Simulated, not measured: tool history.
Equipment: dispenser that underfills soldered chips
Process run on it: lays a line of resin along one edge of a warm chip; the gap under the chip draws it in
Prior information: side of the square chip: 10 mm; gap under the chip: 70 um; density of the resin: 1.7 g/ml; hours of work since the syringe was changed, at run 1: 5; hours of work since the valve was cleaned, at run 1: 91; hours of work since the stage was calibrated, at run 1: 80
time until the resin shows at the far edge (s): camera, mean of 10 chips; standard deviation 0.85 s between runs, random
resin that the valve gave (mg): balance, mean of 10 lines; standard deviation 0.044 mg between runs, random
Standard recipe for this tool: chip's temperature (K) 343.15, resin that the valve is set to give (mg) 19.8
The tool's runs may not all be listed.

run  hour  chip's temperature (K)  resin that the valve is set to give (mg)  hours of work since the syringe was changed  hours of work since the valve was cleaned  hours of work since the stage was calibrated  time until the resin shows at the far edge (s)  resin that the valve gave (mg)
  1     0                  343.15                                      19.8                                            5                                         91                                            80                                           121.8                           19.02
        5  -- new syringe of resin
  2   5.2                  343.15                                      19.8                                            0                                         95                                            83                                            78.6                           19.01
  3  12.8                  343.15                                      19.8                                            5                                        100                                            88                                           116.3                           18.91
  4  17.8                  343.15                                      19.8                                            8                                        103                                            91                                           152.5                           18.99
     18.6  -- new syringe of resin
  5  21.7                  343.15                                      19.8                                            2                                        105                                            94                                            94.4                           18.98
       25  -- dispensing valve cleaned and set on the balance
  6  28.2                  343.15                                      19.8                                            6                                          2                                            97                                           122.1                            19.7
     32.9  -- new syringe of resin
  7  36.3                  343.15                                      19.8                                            2                                          7                                           103                                            93.5                           19.72
  8  43.8                  343.15                                      19.8                                            7                                         12                                           107                                           141.1                           19.63
     46.1  -- new syringe of resin
  9  49.7                  343.15                                      19.8                                            2                                         16                                           111                                            94.7                            19.7
 10  57.2                  348.15                                      18.6                                            7                                         21                                           116                                           120.8                           18.41
     59.3  -- new syringe of resin
 11  62.4                  343.15                                      19.2                                            2                                         24                                           119                                              92                           18.98
 12  67.8                  344.15                                      21.1                                            6                                         27                                           123                                           117.5                            20.8
 13  71.4                  347.15                                      21.5                                            8                                         30                                           125                                             128                            21.2

Forecast each of these 5 alternatives for the next run:
     72.8  -- new syringe of resin
  A  79.6                  332.15                                      21.5                                            4                                         35                                           130                                               ?                               ?
     72.8  -- new syringe of resin
  B  79.6                  357.15                                      25.2                                            4                                         35                                           130                                               ?                               ?
     72.8  -- new syringe of resin
  C  79.6                  337.15                                      24.3                                            4                                         35                                           130                                               ?                               ?
     72.8  -- new syringe of resin
  D  79.6                  329.15                                      18.6                                            4                                         35                                           130                                               ?                               ?
     72.8  -- new syringe of resin
  E  79.6                  351.15                                      21.3                                            4                                         35                                           130                                               ?                               ?

run  time until the resin shows at the far edge (s)  resin that the valve gave (mg)
  A                                           163.8                           21.12
  B                                            69.6                           24.81
  C                                           137.3                           23.89
  D                                           184.3                           18.26
  E                                            84.8                           20.95
Take away the tool's hidden state, keep each run's random variation, and the runs would have read:
run  time until the resin shows at the far edge (s)  resin that the valve gave (mg)
  A                                           116.7                           21.46
  B                                            49.3                           25.21
  C                                            97.7                           24.28
  D                                           131.1                           18.56
  E                                            60.1                           21.28
